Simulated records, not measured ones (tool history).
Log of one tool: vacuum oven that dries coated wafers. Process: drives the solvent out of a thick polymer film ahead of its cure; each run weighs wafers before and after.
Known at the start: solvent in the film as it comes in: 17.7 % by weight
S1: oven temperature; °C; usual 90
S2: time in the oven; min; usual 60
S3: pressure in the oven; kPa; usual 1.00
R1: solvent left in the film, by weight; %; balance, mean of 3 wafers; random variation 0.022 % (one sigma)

run,hour,S1,S2,S3,R1
1,0.0,90,60,1.00,4.19
2,8.1,90,60,1.00,4.21
3,18.4,90,60,1.00,4.20
4,30.2,90,38,1.00,6.50
5,43.1,90,38,1.00,6.54
6,50.8,90,38,1.00,6.59
7,60.5,90,38,1.00,6.55
8,71.9,86,60,3.55,6.14
9,88.3,86,60,0.51,5.35
10,103.6,90,73,0.67,3.17
11,116.4,79,60,1.90,8.10
12,128.6,92,32,1.90,7.08

The next listed run, before its measurement:
13,145.0,92,32,1.90,?

R1: 6.95 %
Without the tool's hidden state the same run would have given R1 6.95 %.

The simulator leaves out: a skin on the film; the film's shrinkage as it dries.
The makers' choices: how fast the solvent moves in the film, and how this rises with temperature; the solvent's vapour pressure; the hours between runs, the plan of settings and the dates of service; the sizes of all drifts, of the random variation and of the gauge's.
